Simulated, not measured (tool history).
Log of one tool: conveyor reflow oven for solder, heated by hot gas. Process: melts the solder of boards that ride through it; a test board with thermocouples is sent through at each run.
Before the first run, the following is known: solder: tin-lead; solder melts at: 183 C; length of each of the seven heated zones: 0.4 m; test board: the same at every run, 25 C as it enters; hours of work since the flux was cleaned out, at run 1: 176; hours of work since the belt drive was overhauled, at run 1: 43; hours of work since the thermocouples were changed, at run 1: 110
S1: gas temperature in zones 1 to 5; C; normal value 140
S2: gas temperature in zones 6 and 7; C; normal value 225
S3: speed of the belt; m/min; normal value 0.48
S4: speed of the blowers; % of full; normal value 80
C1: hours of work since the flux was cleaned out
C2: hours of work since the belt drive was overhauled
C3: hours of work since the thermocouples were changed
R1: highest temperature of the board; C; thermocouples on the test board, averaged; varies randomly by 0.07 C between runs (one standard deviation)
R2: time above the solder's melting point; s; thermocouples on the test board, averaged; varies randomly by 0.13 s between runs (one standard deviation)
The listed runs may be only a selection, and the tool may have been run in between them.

run	hour	S1	S2	S3	S4	C1	C2	C3	R1	R2
1	0	140	225	0.48	80	176	43	110	210.01	67.8
2	9.5	140	225	0.48	80	183	50	117	209.89	67.8
3	16.3	140	225	0.48	80	188	55	122	209.97	67.8
4	21.6	140	225	0.48	80	192	58	126	209.98	67.7
5	30.5	140	225	0.48	80	198	65	132	209.87	67.6
6	36.5	140	225	0.48	80	203	69	136	209.83	67.9
7	42.2	137	225	0.48	86	207	73	140	210.21	67.1
8	49.1	148	236	0.574	76	212	78	145	213.86	62.2
# hour 56.5: flux residue cleaned out of gas plates and filters
9	62.1	148	236	0.574	76	4	84	151	215.94	64.8
10	71.9	147	214	0.419	80	11	91	158	206.05	80.1
11	77.4	147	229	0.507	80	15	95	162	214.66	72.6
12	86.9	147	229	0.468	59	22	101	169	212.21	75.5

Forecast each of these 5 alternatives for the next run:
A	93.4	147	216	0.429	56	26	106	174	?	?
B	93.4	129	238	0.468	72	26	106	174	?	?
C	93.4	142	222	0.48	68	26	106	174	?	?
D	93.4	141	226	0.557	80	26	106	174	?	?
E	93.4	140	229	0.455	59	26	106	174	?	?

run	R1	R2
A	203.21	69.8
B	219.92	75.5
C	206.88	64.7
D	208.09	55.9
E	211.85	73.1
Without the tool's hidden state the same runs would have given:
run	R1	R2
A	203.11	69.6
B	220.01	75.5
C	206.88	64.7
D	208.2	56
E	211.84	72.9
